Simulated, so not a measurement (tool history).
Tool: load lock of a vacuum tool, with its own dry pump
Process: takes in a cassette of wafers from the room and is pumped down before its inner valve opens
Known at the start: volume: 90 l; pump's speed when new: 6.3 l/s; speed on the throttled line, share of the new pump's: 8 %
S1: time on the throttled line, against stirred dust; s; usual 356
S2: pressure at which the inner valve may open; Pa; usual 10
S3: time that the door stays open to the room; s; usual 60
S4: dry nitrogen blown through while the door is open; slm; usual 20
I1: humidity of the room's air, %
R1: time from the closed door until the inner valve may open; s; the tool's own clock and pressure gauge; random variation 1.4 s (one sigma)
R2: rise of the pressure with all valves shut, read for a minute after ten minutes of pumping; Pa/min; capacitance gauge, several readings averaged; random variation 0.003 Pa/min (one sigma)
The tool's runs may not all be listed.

Run 1, hour 0: usual settings; I1 45. Result: R1 467.6 s, R2 0.118 Pa/min.
Run 2, hour 105.4: usual settings but S3 52 s; I1 44.4. Result: R1 470.9 s, R2 0.116 Pa/min.
Run 3, hour 289.4: usual settings but S4 4 slm; I1 47.5. Result: R1 468.6 s, R2 0.136 Pa/min.
Run 4, hour 527.5: usual settings but S3 28 s; I1 43. Result: R1 471 s, R2 0.117 Pa/min.
Run 5, hour 665: usual settings but S3 28 s; I1 44.6. Result: R1 470.5 s, R2 0.117 Pa/min.
Run 6, hour 816.5: usual settings but S3 28 s; I1 43.8. Result: R1 468.7 s, R2 0.12 Pa/min.
Run 7, hour 1000.9: usual settings; I1 44.3. Result: R1 471.8 s, R2 0.133 Pa/min.
Run 8, hour 1235.4: usual settings; I1 44.7. Result: R1 469.9 s, R2 0.138 Pa/min.
Run 9, hour 1355.9: usual settings; I1 46.1. Result: R1 472 s, R2 0.139 Pa/min.
Run 10, hour 1551.9: usual settings; I1 42.8. Result: R1 470.1 s, R2 0.142 Pa/min.
Run 11, hour 1752.3: usual settings; I1 48. Result: R1 472.4 s, R2 0.151 Pa/min.
Run 12, hour 1853.4: usual settings; I1 47.9. Result: R1 473.5 s, R2 0.152 Pa/min.
Run 13, hour 2047.1: usual settings but S2 11 Pa; I1 48.2. Result: R1 470.4 s, R2 0.154 Pa/min.
Run 14, hour 2150.1: usual settings but S2 11 Pa; I1 44.8. Result: R1 471.3 s, R2 0.151 Pa/min.

The next listed run, before its measurement:
Run 15, hour 2319.7: usual settings but S1 251 s, S2 14 Pa, S4 14 slm; I1 46.2. Result: R1 ?, R2 ?.

Run 15 gave R1 371.2 s, R2 0.155 Pa/min.
Without the tool's hidden state the same run would have given R1 357.7 s, R2 0.034 Pa/min.

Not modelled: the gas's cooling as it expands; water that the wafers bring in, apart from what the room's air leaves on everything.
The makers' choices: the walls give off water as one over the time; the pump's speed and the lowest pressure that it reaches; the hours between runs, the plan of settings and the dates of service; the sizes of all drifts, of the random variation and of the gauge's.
